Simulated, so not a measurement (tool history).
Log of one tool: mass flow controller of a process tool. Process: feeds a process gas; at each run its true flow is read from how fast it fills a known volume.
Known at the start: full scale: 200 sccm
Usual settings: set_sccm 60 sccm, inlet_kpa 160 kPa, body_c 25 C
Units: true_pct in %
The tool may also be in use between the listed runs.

| run | hour | set_sccm | inlet_kpa | body_c | true_pct |
|---|---|---|---|---|---|
| 1 | 0 | 60 | 160 | 25 | 99.01 |
| 2 | 61.7 | 60 | 160 | 25 | 99.01 |
| 3 | 146.2 | 60 | 160 | 25 | 99.21 |
| 4 | 209.4 | 60 | 160 | 25 | 99.15 |
| 5 | 301 | 60 | 160 | 25 | 98.91 |
| 6 | 380 | 60 | 160 | 25 | 99.16 |
| 7 | 475.8 | 60 | 160 | 26 | 99.04 |
| 8 | 520.6 | 60 | 160 | 26 | 98.94 |
| 9 | 574.3 | 60 | 160 | 20 | 99.41 |
| 10 | 645.5 | 60 | 160 | 20 | 99.45 |
| 11 | 717.8 | 32 | 160 | 25 | 99.34 |
| 12 | 762.4 | 32 | 160 | 25 | 99.25 |
| 13 | 810.1 | 32 | 160 | 25 | 99.18 |
| 14 | 885.5 | 32 | 160 | 25 | 99.29 |
| 15 | 943.4 | 32 | 160 | 25 | 99.28 |
| 16 | 999.6 | 32 | 160 | 25 | 99.29 |
| 17 | 1064 | 60 | 210 | 25 | 99.2 |
| 18 | 1103.6 | 60 | 210 | 25 | 99.19 |
| 19 | 1143.4 | 60 | 210 | 25 | 99.16 |
| 20 | 1217 | 60 | 210 | 25 | 99.22 |
| 21 | 1266.1 | 60 | 160 | 22 | 99.26 |
| 22 | 1317.5 | 48 | 160 | 25 | 98.96 |
| 23 | 1369.6 | 48 | 160 | 25 | 99 |
| 24 | 1446.6 | 27 | 160 | 25 | 99.53 |
| 25 | 1511.9 | 27 | 160 | 25 | 99.35 |
| 26 | 1605.9 | 27 | 191 | 31 | 99.03 |
| 27 | 1698.9 | 185 | 273 | 32 | 99.09 |
| 28 | 1777 | 185 | 273 | 32 | 99.02 |
| 29 | 1839.7 | 117 | 177 | 29 | 98.68 |
| 30 | 1921 | 117 | 177 | 25 | 99.03 |
| 31 | 2012.4 | 122 | 276 | 23 | 99.46 |
| 32 | 2074.7 | 122 | 276 | 23 | 99.49 |
| 33 | 2161.7 | 122 | 243 | 23 | 99.45 |
| 34 | 2225.5 | 187 | 274 | 25 | 99.51 |
| 35 | 2278.8 | 187 | 274 | 25 | 99.55 |
| 36 | 2347.5 | 187 | 274 | 25 | 99.52 |
| 37 | 2389.3 | 60 | 160 | 28 | 98.49 |
| 38 | 2429.1 | 123 | 203 | 21 | 99.2 |
| 39 | 2524.1 | 46 | 160 | 25 | 98.9 |
| 40 | 2563.3 | 60 | 173 | 38 | 97.88 |
| 41 | 2655.3 | 52 | 237 | 25 | 99.17 |
| 42 | 2718.2 | 157 | 160 | 25 | 98.64 |
| 43 | 2785.8 | 157 | 160 | 25 | 98.75 |
| 44 | 2882.4 | 157 | 160 | 25 | 98.81 |
| 45 | 2952 | 60 | 160 | 32 | 98.11 |
| 46 | 3008.5 | 75 | 215 | 32 | 98.47 |
| 47 | 3102.7 | 60 | 166 | 20 | 99.1 |
| 48 | 3161.3 | 60 | 195 | 25 | 98.8 |

Forecast each of these 4 alternatives for the next run:
| A | 3252.8 | 41 | 195 | 25 | ? |
| B | 3252.8 | 78 | 177 | 40 | ? |
| C | 3252.8 | 146 | 253 | 27 | ? |
| D | 3252.8 | 60 | 274 | 35 | ? |

| run | true_pct |
|---|---|
| A | 99 |
| B | 97.51 |
| C | 98.89 |
| D | 98.41 |
Without the tool's hidden state the same runs would have given:
| run | true_pct |
|---|---|
| A | 99.19 |
| B | 98.18 |
| C | 99.81 |
| D | 98.92 |
